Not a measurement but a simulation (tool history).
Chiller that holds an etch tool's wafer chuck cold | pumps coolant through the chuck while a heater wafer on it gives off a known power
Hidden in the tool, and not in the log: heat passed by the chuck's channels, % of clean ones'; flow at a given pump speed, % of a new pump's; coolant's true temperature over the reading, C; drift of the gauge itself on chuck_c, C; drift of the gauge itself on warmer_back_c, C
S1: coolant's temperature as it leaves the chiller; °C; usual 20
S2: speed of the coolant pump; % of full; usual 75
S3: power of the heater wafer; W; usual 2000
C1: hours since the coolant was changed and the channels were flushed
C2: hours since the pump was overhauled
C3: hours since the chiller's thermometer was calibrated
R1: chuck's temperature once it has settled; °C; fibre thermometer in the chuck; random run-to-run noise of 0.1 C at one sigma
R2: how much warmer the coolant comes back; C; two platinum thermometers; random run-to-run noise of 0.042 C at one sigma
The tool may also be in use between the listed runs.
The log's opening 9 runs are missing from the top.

run    hour  S1  S2    S3    C1    C2    C3    R1     R2
 10  1237.8  20  75  2000  6007  2269  1642  47.0  10.38
 11  1430.0  20  75  1093  6200  2461  1834  34.8   5.68
 12  1571.0  20  75  1403  6340  2602  1975  39.1   7.41
 13  1735.9  20  75  2000  6505  2767  2140  47.3  10.40
 14  1899.3  20  75  2000  6669  2931  2303  47.5  10.46
 15  2049.1  20  75  1859  6819  3080  2453  45.6   9.78
 16  2141.9  20  75  1859  6911  3173  2546  45.6   9.88
 17  2246.5  20  75  1859  7016  3278  2650  45.6   9.81
 18  2371.3  10  68  1288  7141  3403  2775  28.8   7.63
 19  2515.6  10  68  1288  7285  3547  2919  29.1   7.66
 20  2602.7  10  68  1288  7372  3634  3007  29.1   7.68
 21  2691.8  11  68  1288  7461  3723  3096  30.1   7.68
 22  2785.2  11  68  1288  7555  3817  3189  30.0   7.74
     2801.8  -- coolant pump overhauled
     2882.0  -- coolant changed, channels flushed
 23  2938.4  11  93  2000    56   131  3331  33.1   8.55
 24  3055.0  11  93  2000   173   247  3448  33.3   8.58
 25  3252.0  20  75  1809   370   444  3645  43.2  10.01
     3309.8  -- coolant pump overhauled, once more
 26  3375.8  19  84  2000   489    66  3764  41.6   8.68
 27  3509.7  24  75  1602   623   200  3898  43.4   7.93
 28  3685.9  19  75  1601   799   376  4074  38.3   8.02
 29  3795.4  21  75  2924   908   486  4183  57.0  14.71
 30  3975.3  21  75  2924  1088   666  4363  57.0  14.68
 31  4099.9  20  99  1211  1213   790  4488  31.9   4.44
 32  4296.5  15  79  1704  1409   987  4684  35.1   8.17

What if the next run were any one of these 3? Each begins from the tool's condition after run 32:
  A  4381.2  27  79  1139  1494  1071  4769   ?   ?
  B  4381.2  15  99  1797  1494  1071  4769   ?   ?
  C  4381.2  24  60  2516  1494  1071  4769   ?   ?

run    R1     R2
  A  40.3   5.48
  B  33.2   6.63
  C  60.4  16.51
Without the tool's hidden state the same runs would have given:
run    R1     R2
  A  40.5   5.35
  B  33.2   6.47
  C  59.8  16.13
